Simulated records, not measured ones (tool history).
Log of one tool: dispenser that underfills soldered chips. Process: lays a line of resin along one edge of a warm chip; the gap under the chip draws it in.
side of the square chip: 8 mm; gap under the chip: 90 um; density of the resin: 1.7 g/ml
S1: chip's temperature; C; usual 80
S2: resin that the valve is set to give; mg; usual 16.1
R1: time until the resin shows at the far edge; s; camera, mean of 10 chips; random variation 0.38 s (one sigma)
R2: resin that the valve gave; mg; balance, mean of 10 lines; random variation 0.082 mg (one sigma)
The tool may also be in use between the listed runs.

| run | hour | S1 | S2 | R1 | R2 |
|---|---|---|---|---|---|
| 1 | 0.0 | 80 | 16.1 | 23.6 | 15.67 |
| 2 | 3.9 | 80 | 16.1 | 25.3 | 15.60 |
| 3 | 8.0 | 80 | 16.1 | 28.3 | 15.64 |
| 4 | 13.2 | 80 | 19.4 | 30.6 | 18.65 |
|  | 14.7 | new syringe of resin |
| 5 | 18.1 | 80 | 19.4 | 23.8 | 18.67 |
| 6 | 22.8 | 80 | 19.4 | 26.6 | 18.75 |
|  | 30.8 | new syringe of resin |
| 7 | 30.9 | 80 | 16.6 | 22.4 | 15.83 |
| 8 | 36.2 | 80 | 16.6 | 25.4 | 15.85 |
| 9 | 42.0 | 80 | 16.6 | 28.9 | 15.69 |
| 10 | 45.9 | 80 | 16.6 | 31.3 | 15.72 |
|  | 46.8 | new syringe of resin |
| 11 | 53.9 | 80 | 13.7 | 27.5 | 12.93 |
| 12 | 59.8 | 80 | 13.7 | 32.8 | 12.90 |
|  | 62.8 | new syringe of resin |
| 13 | 64.4 | 80 | 16.1 | 23.3 | 15.02 |
| 14 | 71.7 | 80 | 16.1 | 27.7 | 15.04 |
| 15 | 76.0 | 80 | 17.0 | 30.5 | 15.87 |
|  | 79.2 | new syringe of resin |
| 16 | 81.6 | 80 | 17.0 | 23.7 | 15.93 |
| 17 | 85.4 | 80 | 17.0 | 25.6 | 15.89 |
| 18 | 89.6 | 80 | 17.0 | 27.9 | 15.78 |
|  | 95.6 | new syringe of resin |
| 19 | 97.1 | 92 | 19.6 | 12.6 | 18.14 |
| 20 | 101.4 | 92 | 19.6 | 14.5 | 17.97 |
| 21 | 104.8 | 80 | 16.3 | 28.5 | 14.97 |
| 22 | 108.8 | 80 | 16.3 | 30.2 | 14.84 |
|  | 112.1 | new syringe of resin |
| 23 | 116.4 | 80 | 16.3 | 24.0 | 14.73 |
| 24 | 121.9 | 68 | 18.7 | 50.9 | 17.04 |
|  | 128.4 | new syringe of resin |
| 25 | 128.4 | 77 | 17.6 | 25.5 | 15.99 |
| 26 | 132.3 | 77 | 17.6 | 27.2 | 15.86 |
|  | 135.9 | dispensing valve cleaned and set on the balance |
| 27 | 137.3 | 77 | 17.6 | 30.0 | 17.53 |
| 28 | 142.4 | 81 | 13.9 | 27.9 | 13.77 |
|  | 145.5 | new syringe of resin |
| 29 | 150.5 | 89 | 13.8 | 16.1 | 13.79 |
| 30 | 156.6 | 71 | 19.9 | 44.4 | 19.68 |
| 31 | 160.5 | 71 | 19.9 | 48.2 | 19.56 |
|  | 161.4 | new syringe of resin |
| 32 | 165.8 | 81 | 14.6 | 23.9 | 14.43 |
| 33 | 170.6 | 89 | 19.2 | 17.5 | 19.01 |
|  | 177.3 | new syringe of resin |
| 34 | 178.7 | 77 | 16.1 | 26.7 | 15.70 |
| 35 | 186.0 | 81 | 17.5 | 24.6 | 17.07 |

4 ways to go on from here, each from the tool as it stands after run 35. What would each give?
| A | 191.2 | 68 | 16.1 | ? | ? |
| B | 191.2 | 80 | 16.7 | ? | ? |
| C | 191.2 | 81 | 17.2 | ? | ? |
| D | 191.2 | 80 | 16.1 | ? | ? |

| run | R1 | R2 |
|---|---|---|
| A | 54.7 | 15.81 |
| B | 29.5 | 16.31 |
| C | 28.9 | 16.79 |
| D | 31.0 | 15.66 |
Without the tool's hidden state the same runs would have given:
| run | R1 | R2 |
|---|---|---|
| A | 41.2 | 16.23 |
| B | 22.1 | 16.74 |
| C | 21.8 | 17.24 |
| D | 23.5 | 16.08 |
